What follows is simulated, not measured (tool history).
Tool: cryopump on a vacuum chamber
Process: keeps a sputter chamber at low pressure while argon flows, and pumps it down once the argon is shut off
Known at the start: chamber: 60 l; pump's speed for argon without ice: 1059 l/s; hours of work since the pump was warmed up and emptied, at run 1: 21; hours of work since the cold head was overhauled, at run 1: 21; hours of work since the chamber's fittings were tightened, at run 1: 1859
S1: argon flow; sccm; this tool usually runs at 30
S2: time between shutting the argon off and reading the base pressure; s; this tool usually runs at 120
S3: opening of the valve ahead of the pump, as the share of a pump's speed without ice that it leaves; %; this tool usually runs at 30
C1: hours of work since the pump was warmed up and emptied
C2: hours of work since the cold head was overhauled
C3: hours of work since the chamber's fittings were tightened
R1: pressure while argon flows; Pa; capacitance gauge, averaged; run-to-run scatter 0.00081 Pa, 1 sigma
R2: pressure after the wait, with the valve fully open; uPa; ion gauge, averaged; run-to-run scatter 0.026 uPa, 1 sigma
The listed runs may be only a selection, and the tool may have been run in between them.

run,hour,S1,S2,S3,C1,C2,C3,R1,R2
1,0.0,30,120,30,21,21,1859,0.1598,3.21
2,11.6,30,120,30,31,31,1870,0.1608,3.33
3,29.2,30,120,30,47,47,1885,0.1598,3.39
4,38.4,30,120,30,54,54,1893,0.1615,3.34
5,54.4,30,120,25,68,68,1907,0.1957,3.43
6,63.3,14,121,25,76,76,1915,0.0904,3.29
7,77.4,24,120,25,88,88,1927,0.1550,3.50
8,95.1,20,75,25,104,104,1942,0.1294,4.02
9,105.4,36,120,30,113,113,1951,0.1970,3.47
10,116.9,16,120,39,123,123,1961,0.0683,3.49

Each row is a separate what-if for the run after 10, all from the same tool condition, not one after another. Results?
A,126.1,34,26,39,131,131,1969,?,?
B,126.1,28,162,30,131,131,1969,?,?
C,126.1,19,120,39,131,131,1969,?,?
D,126.1,30,295,54,131,131,1969,?,?
E,126.1,16,120,47,131,131,1969,?,?

run,R1,R2
A,0.1455,6.84
B,0.1534,3.37
C,0.0811,3.60
D,0.0933,3.09
E,0.0581,3.63
The same runs, with their run-to-run variation unchanged, on a tool lacking any hidden condition would have given:
run,R1,R2
A,0.1395,4.33
B,0.1485,0.90
C,0.0778,1.14
D,0.0880,0.63
E,0.0552,1.15
